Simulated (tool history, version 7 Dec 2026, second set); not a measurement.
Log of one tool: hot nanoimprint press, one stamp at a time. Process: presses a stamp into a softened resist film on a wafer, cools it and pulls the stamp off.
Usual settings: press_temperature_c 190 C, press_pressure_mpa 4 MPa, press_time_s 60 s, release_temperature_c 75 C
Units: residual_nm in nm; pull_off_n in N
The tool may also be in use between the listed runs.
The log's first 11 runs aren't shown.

{"run": 12, "hour": 353.7, "press_temperature_c": 190, "press_pressure_mpa": 5.6, "press_time_s": 60, "release_temperature_c": 75, "residual_nm": 70, "pull_off_n": 239}
{"run": 13, "hour": 384.4, "press_temperature_c": 190, "press_pressure_mpa": 5.6, "press_time_s": 60, "release_temperature_c": 75, "residual_nm": 70.1, "pull_off_n": 248}
{"run": 14, "hour": 409.9, "press_temperature_c": 190, "press_pressure_mpa": 5.6, "press_time_s": 60, "release_temperature_c": 75, "residual_nm": 70.1, "pull_off_n": 244}
{"run": 15, "hour": 447.9, "press_temperature_c": 190, "press_pressure_mpa": 5.6, "press_time_s": 60, "release_temperature_c": 75, "residual_nm": 69.8, "pull_off_n": 261}
{"run": 16, "hour": 477.0, "press_temperature_c": 200, "press_pressure_mpa": 2.74, "press_time_s": 41, "release_temperature_c": 75, "residual_nm": 87.5, "pull_off_n": 258}
{"run": 17, "hour": 509.7, "press_temperature_c": 191, "press_pressure_mpa": 2.98, "press_time_s": 41, "release_temperature_c": 75, "residual_nm": 105.3, "pull_off_n": 268}
{"run": 18, "hour": 549.1, "press_temperature_c": 191, "press_pressure_mpa": 2.98, "press_time_s": 41, "release_temperature_c": 75, "residual_nm": 105, "pull_off_n": 276}
{"run": 19, "hour": 575.6, "press_temperature_c": 191, "press_pressure_mpa": 2.98, "press_time_s": 41, "release_temperature_c": 75, "residual_nm": 104.7, "pull_off_n": 286}
{"hour": 587.3, "done": "plate thermocouple calibrated"}
{"run": 20, "hour": 611.3, "press_temperature_c": 190, "press_pressure_mpa": 4, "press_time_s": 67, "release_temperature_c": 68, "residual_nm": 80.9, "pull_off_n": 332}
{"hour": 638.7, "done": "stamp cleaned and given a new release coat"}
{"run": 21, "hour": 646.3, "press_temperature_c": 179, "press_pressure_mpa": 4, "press_time_s": 60, "release_temperature_c": 75, "residual_nm": 114.4, "pull_off_n": 186}
{"run": 22, "hour": 686.5, "press_temperature_c": 179, "press_pressure_mpa": 4, "press_time_s": 60, "release_temperature_c": 75, "residual_nm": 114.9, "pull_off_n": 190}
{"run": 23, "hour": 724.3, "press_temperature_c": 179, "press_pressure_mpa": 4, "press_time_s": 60, "release_temperature_c": 75, "residual_nm": 114.5, "pull_off_n": 199}
{"run": 24, "hour": 753.8, "press_temperature_c": 179, "press_pressure_mpa": 4, "press_time_s": 60, "release_temperature_c": 75, "residual_nm": 114.9, "pull_off_n": 206}
{"run": 25, "hour": 794.7, "press_temperature_c": 182, "press_pressure_mpa": 4.86, "press_time_s": 73, "release_temperature_c": 82, "residual_nm": 90.6, "pull_off_n": 198}
{"run": 26, "hour": 819.7, "press_temperature_c": 182, "press_pressure_mpa": 4.86, "press_time_s": 73, "release_temperature_c": 82, "residual_nm": 89.9, "pull_off_n": 197}
{"run": 27, "hour": 844.0, "press_temperature_c": 182, "press_pressure_mpa": 6.13, "press_time_s": 33, "release_temperature_c": 67, "residual_nm": 107.2, "pull_off_n": 248}
{"run": 28, "hour": 870.3, "press_temperature_c": 197, "press_pressure_mpa": 4.45, "press_time_s": 60, "release_temperature_c": 75, "residual_nm": 65.5, "pull_off_n": 235}
{"run": 29, "hour": 906.6, "press_temperature_c": 199, "press_pressure_mpa": 3.21, "press_time_s": 56, "release_temperature_c": 64, "residual_nm": 74.7, "pull_off_n": 284}
{"run": 30, "hour": 939.5, "press_temperature_c": 199, "press_pressure_mpa": 3.21, "press_time_s": 56, "release_temperature_c": 64, "residual_nm": 74.8, "pull_off_n": 293}

Forecast each of these 3 alternatives for the next run:
{"run": "A", "hour": 972.1, "press_temperature_c": 190, "press_pressure_mpa": 6.38, "press_time_s": 60, "release_temperature_c": 75, "residual_nm": "?", "pull_off_n": "?"}
{"run": "B", "hour": 972.1, "press_temperature_c": 190, "press_pressure_mpa": 4, "press_time_s": 60, "release_temperature_c": 71, "residual_nm": "?", "pull_off_n": "?"}
{"run": "C", "hour": 972.1, "press_temperature_c": 199, "press_pressure_mpa": 3.21, "press_time_s": 67, "release_temperature_c": 64, "residual_nm": "?", "pull_off_n": "?"}

run=A residual_nm=66.8 pull_off_n=259
run=B residual_nm=83.2 pull_off_n=275
run=C residual_nm=69.5 pull_off_n=305
Without the tool's hidden state the same runs would have given:
run=A residual_nm=64.9 pull_off_n=190
run=B residual_nm=82.3 pull_off_n=201
run=C residual_nm=68.9 pull_off_n=223
